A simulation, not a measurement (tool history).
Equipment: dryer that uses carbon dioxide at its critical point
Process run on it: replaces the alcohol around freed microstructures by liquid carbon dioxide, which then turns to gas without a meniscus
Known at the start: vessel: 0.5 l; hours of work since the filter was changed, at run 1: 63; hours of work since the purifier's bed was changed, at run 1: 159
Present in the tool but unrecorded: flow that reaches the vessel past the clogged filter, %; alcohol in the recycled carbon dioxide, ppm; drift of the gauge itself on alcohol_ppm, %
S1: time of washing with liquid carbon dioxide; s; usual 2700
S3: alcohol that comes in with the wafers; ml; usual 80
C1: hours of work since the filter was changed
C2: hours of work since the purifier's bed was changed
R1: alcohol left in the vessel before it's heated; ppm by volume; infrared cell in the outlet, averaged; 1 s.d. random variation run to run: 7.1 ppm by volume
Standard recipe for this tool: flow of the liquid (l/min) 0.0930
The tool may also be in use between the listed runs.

Run 1, hour 0.0: usual settings; C1 63; C2 159. Result: R1 537 ppm by volume.
Run 2, hour 10.2: usual settings but S1 2220 s; C1 68; C2 163. Result: R1 1515 ppm by volume.
Run 3, hour 26.2: usual settings; C1 75; C2 171. Result: R1 583 ppm by volume.
Run 4, hour 40.1: usual settings but flow of the liquid (l/min) 0.0836; C1 82; C2 177. Result: R1 1111 ppm by volume.
Run 5, hour 54.6: usual settings; C1 88; C2 184. Result: R1 627 ppm by volume.
Run 6, hour 66.7: usual settings; C1 94; C2 189. Result: R1 666 ppm by volume.
Run 7, hour 75.6: usual settings; C1 98; C2 193. Result: R1 697 ppm by volume.
Run 8, hour 87.6: usual settings but S1 2820 s, flow of the liquid (l/min) 0.0742, S3 65 ml; C1 103; C2 199. Result: R1 1477 ppm by volume.
Run 9, hour 99.8: usual settings but flow of the liquid (l/min) 0.0876, S3 21 ml; C1 109; C2 204. Result: R1 292 ppm by volume.
Run 10, hour 110.0: usual settings but flow of the liquid (l/min) 0.0876, S3 21 ml; C1 113; C2 209. Result: R1 299 ppm by volume.
Run 11, hour 119.0: usual settings but flow of the liquid (l/min) 0.0876, S3 21 ml; C1 117; C2 213. Result: R1 304 ppm by volume.
Run 12, hour 134.0: usual settings but S1 2820 s, flow of the liquid (l/min) 0.0642, S3 39 ml; C1 124; C2 219. Result: R1 1902 ppm by volume.

What if the next run were any one of these 5? Each begins from the tool's condition after run 12:
Run A, hour 142.4: usual settings but flow of the liquid (l/min) 0.0570; C1 128; C2 223. Result: R1 ?.
Run B, hour 142.4: usual settings but S1 2820 s, flow of the liquid (l/min) 0.1081, S3 39 ml; C1 128; C2 223. Result: R1 ?.
Run C, hour 142.4: usual settings but S1 1980 s, flow of the liquid (l/min) 0.0913; C1 128; C2 223. Result: R1 ?.
Run D, hour 142.4: usual settings but S1 1980 s; C1 128; C2 223. Result: R1 ?.
Run E, hour 142.4: usual settings but S1 2280 s, flow of the liquid (l/min) 0.1518, S3 91 ml; C1 128; C2 223. Result: R1 ?.

run    R1
  A  7012
  B   151
  C  3516
  D  3341
  E   130
With the hidden condition removed and each run's random variation left untouched, the same runs would have given:
run    R1
  A  4184
  B    42
  C  1869
  D  1756
  E    30

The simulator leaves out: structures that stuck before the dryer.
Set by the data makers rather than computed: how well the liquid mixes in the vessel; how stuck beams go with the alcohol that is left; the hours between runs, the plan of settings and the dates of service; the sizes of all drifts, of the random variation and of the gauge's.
